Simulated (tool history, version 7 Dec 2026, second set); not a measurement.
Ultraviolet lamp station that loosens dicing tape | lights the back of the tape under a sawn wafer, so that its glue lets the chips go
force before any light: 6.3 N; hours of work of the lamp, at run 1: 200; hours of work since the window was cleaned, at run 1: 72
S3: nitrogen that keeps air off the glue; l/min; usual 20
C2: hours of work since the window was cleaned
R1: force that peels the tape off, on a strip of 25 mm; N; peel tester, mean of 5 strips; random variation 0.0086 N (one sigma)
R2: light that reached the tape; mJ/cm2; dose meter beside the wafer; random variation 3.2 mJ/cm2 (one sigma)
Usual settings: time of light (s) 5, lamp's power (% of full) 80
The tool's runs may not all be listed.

{"run": 1, "hour": 0.0, "time of light (s)": 5, "lamp's power (% of full)": 80, "S3": 20, "hours of work of the lamp": 200, "C2": 72, "R1": 0.374, "R2": 476}
{"run": 2, "hour": 32.4, "time of light (s)": 5, "lamp's power (% of full)": 80, "S3": 20, "hours of work of the lamp": 220, "C2": 92, "R1": 0.38, "R2": 476}
{"run": 3, "hour": 65.5, "time of light (s)": 5, "lamp's power (% of full)": 80, "S3": 20, "hours of work of the lamp": 240, "C2": 112, "R1": 0.394, "R2": 464}
{"run": 4, "hour": 103.5, "time of light (s)": 5, "lamp's power (% of full)": 80, "S3": 20, "hours of work of the lamp": 262, "C2": 134, "R1": 0.389, "R2": 464}
{"run": 5, "hour": 131.4, "time of light (s)": 5, "lamp's power (% of full)": 80, "S3": 20, "hours of work of the lamp": 279, "C2": 151, "R1": 0.4, "R2": 459}
{"run": 6, "hour": 155.2, "time of light (s)": 5, "lamp's power (% of full)": 87, "S3": 20, "hours of work of the lamp": 293, "C2": 165, "R1": 0.348, "R2": 496}
{"run": 7, "hour": 196.7, "time of light (s)": 5, "lamp's power (% of full)": 87, "S3": 20, "hours of work of the lamp": 318, "C2": 190, "R1": 0.356, "R2": 492}
{"run": 8, "hour": 223.7, "time of light (s)": 5, "lamp's power (% of full)": 87, "S3": 20, "hours of work of the lamp": 334, "C2": 206, "R1": 0.372, "R2": 485}
{"run": 9, "hour": 242.1, "time of light (s)": 5, "lamp's power (% of full)": 87, "S3": 20, "hours of work of the lamp": 345, "C2": 217, "R1": 0.357, "R2": 481}
{"run": 10, "hour": 263.9, "time of light (s)": 5, "lamp's power (% of full)": 87, "S3": 20, "hours of work of the lamp": 359, "C2": 231, "R1": 0.372, "R2": 483}
{"run": 11, "hour": 297.8, "time of light (s)": 5, "lamp's power (% of full)": 87, "S3": 20, "hours of work of the lamp": 379, "C2": 251, "R1": 0.382, "R2": 479}
{"run": 12, "hour": 324.7, "time of light (s)": 5, "lamp's power (% of full)": 87, "S3": 20, "hours of work of the lamp": 395, "C2": 267, "R1": 0.382, "R2": 473}
{"run": 13, "hour": 357.0, "time of light (s)": 5, "lamp's power (% of full)": 87, "S3": 20, "hours of work of the lamp": 414, "C2": 286, "R1": 0.378, "R2": 471}
{"run": 14, "hour": 377.6, "time of light (s)": 5, "lamp's power (% of full)": 87, "S3": 20, "hours of work of the lamp": 427, "C2": 299, "R1": 0.382, "R2": 461}
{"run": 15, "hour": 420.2, "time of light (s)": 5, "lamp's power (% of full)": 80, "S3": 20, "hours of work of the lamp": 452, "C2": 324, "R1": 0.439, "R2": 427}
{"run": 16, "hour": 447.4, "time of light (s)": 5, "lamp's power (% of full)": 80, "S3": 20, "hours of work of the lamp": 468, "C2": 340, "R1": 0.463, "R2": 422}
{"run": 17, "hour": 490.5, "time of light (s)": 4, "lamp's power (% of full)": 85, "S3": 19, "hours of work of the lamp": 494, "C2": 366, "R1": 0.622, "R2": 354}
{"run": 18, "hour": 530.5, "time of light (s)": 3, "lamp's power (% of full)": 75, "S3": 21, "hours of work of the lamp": 518, "C2": 390, "R1": 1.147, "R2": 231}
{"hour": 545.8, "done": "window cleaned of glue's vapour"}
{"run": 19, "hour": 567.8, "time of light (s)": 2, "lamp's power (% of full)": 67, "S3": 21, "hours of work of the lamp": 540, "C2": 13, "R1": 1.942, "R2": 154}
{"run": 20, "hour": 605.2, "time of light (s)": 2, "lamp's power (% of full)": 67, "S3": 21, "hours of work of the lamp": 563, "C2": 36, "R1": 2.024, "R2": 152}
{"run": 21, "hour": 624.0, "time of light (s)": 5, "lamp's power (% of full)": 97, "S3": 20, "hours of work of the lamp": 574, "C2": 47, "R1": 0.308, "R2": 561}
{"run": 22, "hour": 642.5, "time of light (s)": 5, "lamp's power (% of full)": 97, "S3": 20, "hours of work of the lamp": 585, "C2": 58, "R1": 0.307, "R2": 563}
{"run": 23, "hour": 670.7, "time of light (s)": 5, "lamp's power (% of full)": 98, "S3": 20, "hours of work of the lamp": 602, "C2": 75, "R1": 0.314, "R2": 557}
{"run": 24, "hour": 693.1, "time of light (s)": 5, "lamp's power (% of full)": 82, "S3": 20, "hours of work of the lamp": 615, "C2": 88, "R1": 0.375, "R2": 467}
{"run": 25, "hour": 733.9, "time of light (s)": 3, "lamp's power (% of full)": 62, "S3": 20, "hours of work of the lamp": 640, "C2": 113, "R1": 1.36, "R2": 209}
{"run": 26, "hour": 773.3, "time of light (s)": 3, "lamp's power (% of full)": 99, "S3": 20, "hours of work of the lamp": 663, "C2": 136, "R1": 0.669, "R2": 327}
{"run": 27, "hour": 811.0, "time of light (s)": 5, "lamp's power (% of full)": 79, "S3": 20, "hours of work of the lamp": 686, "C2": 159, "R1": 0.421, "R2": 431}
{"run": 28, "hour": 850.7, "time of light (s)": 5, "lamp's power (% of full)": 79, "S3": 20, "hours of work of the lamp": 710, "C2": 183, "R1": 0.441, "R2": 428}

The next listed run, before its measurement:
{"run": 29, "hour": 892.6, "time of light (s)": 5, "lamp's power (% of full)": 79, "S3": 20, "hours of work of the lamp": 735, "C2": 208, "R1": "?", "R2": "?"}

Run 29 gave R1 0.435 N, R2 425 mJ/cm2.
Without the tool's hidden state the same run would have given R1 0.346 N, R2 499 mJ/cm2.
